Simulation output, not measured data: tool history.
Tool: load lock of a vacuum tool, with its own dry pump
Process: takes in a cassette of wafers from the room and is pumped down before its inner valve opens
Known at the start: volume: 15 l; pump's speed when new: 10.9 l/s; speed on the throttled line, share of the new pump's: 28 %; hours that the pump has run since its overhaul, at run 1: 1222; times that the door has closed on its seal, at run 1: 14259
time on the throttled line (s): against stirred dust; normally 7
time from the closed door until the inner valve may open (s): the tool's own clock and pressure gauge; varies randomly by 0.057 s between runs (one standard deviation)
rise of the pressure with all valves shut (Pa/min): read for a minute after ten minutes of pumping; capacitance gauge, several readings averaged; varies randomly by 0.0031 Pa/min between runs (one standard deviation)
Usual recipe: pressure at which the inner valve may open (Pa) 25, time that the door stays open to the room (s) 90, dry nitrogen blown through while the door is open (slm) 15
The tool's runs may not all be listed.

run	day	time on the throttled line (s)	pressure at which the inner valve may open (Pa)	time that the door stays open to the room (s)	dry nitrogen blown through while the door is open (slm)	hours that the pump has run since its overhaul	times that the door has closed on its seal	incoming humidity of the room's air, %	time from the closed door until the inner valve may open (s)	rise of the pressure with all valves shut (Pa/min)
1	0.000	7	25	90	15	1222	14259	46.2	16.46	0.129
2	2.117	5	25	90	15	1273	14384	44.6	15.06	0.124
3	4.283	7	25	90	15	1325	14512	48.2	16.57	0.134
4	6.617	7	25	90	15	1381	14650	45.7	16.45	0.136
5	9.825	7	21	90	15	1458	14840	46.7	16.76	0.135
6	11.788	7	21	90	15	1505	14957	45.2	16.76	0.125
7	14.583	7	21	90	15	1572	15122	46.3	16.89	0.133
8	17.454	7	21	90	15	1641	15292	41.5	16.82	0.129
9	20.892	7	21	90	15	1723	15496	43.3	16.81	0.133
10	24.775	7	25	90	15	1816	15726	43.1	16.58	0.135
11	28.021	10	25	90	15	1894	15918	43.6	18.78	0.136
12	30.462	10	25	90	15	1953	16062	41.8	18.75	0.136
13	32.967	10	25	90	15	2013	16211	48.7	18.79	0.145
14	36.900	7	25	90	15	2107	16444	44.1	16.57	0.148
15	40.729	7	25	90	15	2199	16670	43.0	16.64	0.145
16	42.538	7	25	90	15	2243	16777	45.4	16.66	0.146
17	44.358	11	21	100	16	2286	16885	47.0	19.66	0.146
18	47.588	7	25	87	15	2364	17076	47.1	16.53	0.148
19	50.550	7	25	87	15	2435	17252	42.9	16.64	0.141
20	53.383	7	25	87	15	2503	17419	45.3	16.59	0.149
21	56.054	11	25	87	15	2567	17578	47.9	19.51	0.149
22	59.192	7	48	89	15	2642	17763	44.5	15.70	0.145
23	62.342	7	35	89	31	2718	17950	45.3	16.13	0.136
24	64.267	7	22	89	17	2764	18064	45.8	16.76	0.155
25	66.788	7	39	90	15	2825	18213	43.4	16.06	0.153
26	70.733	7	39	90	15	2919	18447	44.2	16.02	0.153
27	74.583	7	39	90	15	3012	18675	44.7	16.05	0.161
28	76.688	7	26	37	12	3062	18799	45.4	16.61	0.142
29	79.588	13	27	56	15	3132	18971	45.5	20.99	0.152
30	83.492	10	25	90	15	3226	19202	46.0	18.73	0.159
31	85.979	7	35	45	30	3285	19350	44.4	16.25	0.135
32	89.071	11	35	186	30	3360	19533	45.3	19.08	0.164

Had the tool no unlogged condition, and each run kept its random variation, what would the results have been?
Hidden state at play: pump's speed, % of a new pump's; leak at the door's seal, Pa l/s; drift of the gauge itself on ready_s, %; drift of the gauge itself on rise_pa_min, %.
run	time from the closed door until the inner valve may open (s)	rise of the pressure with all valves shut (Pa/min)
1	16.51	0.060
2	15.10	0.055
3	16.61	0.064
4	16.48	0.065
5	16.78	0.063
6	16.78	0.054
7	16.91	0.060
8	16.83	0.055
9	16.81	0.058
10	16.57	0.058
11	18.77	0.057
12	18.73	0.056
13	18.77	0.065
14	16.53	0.065
15	16.59	0.061
16	16.61	0.061
17	19.61	0.063
18	16.47	0.060
19	16.58	0.054
20	16.52	0.059
21	19.44	0.059
22	15.62	0.052
23	16.04	0.041
24	16.66	0.059
25	15.96	0.059
26	15.91	0.058
27	15.94	0.062
28	16.48	0.041
29	20.88	0.049
30	18.59	0.056
31	16.11	0.032
32	18.95	0.058
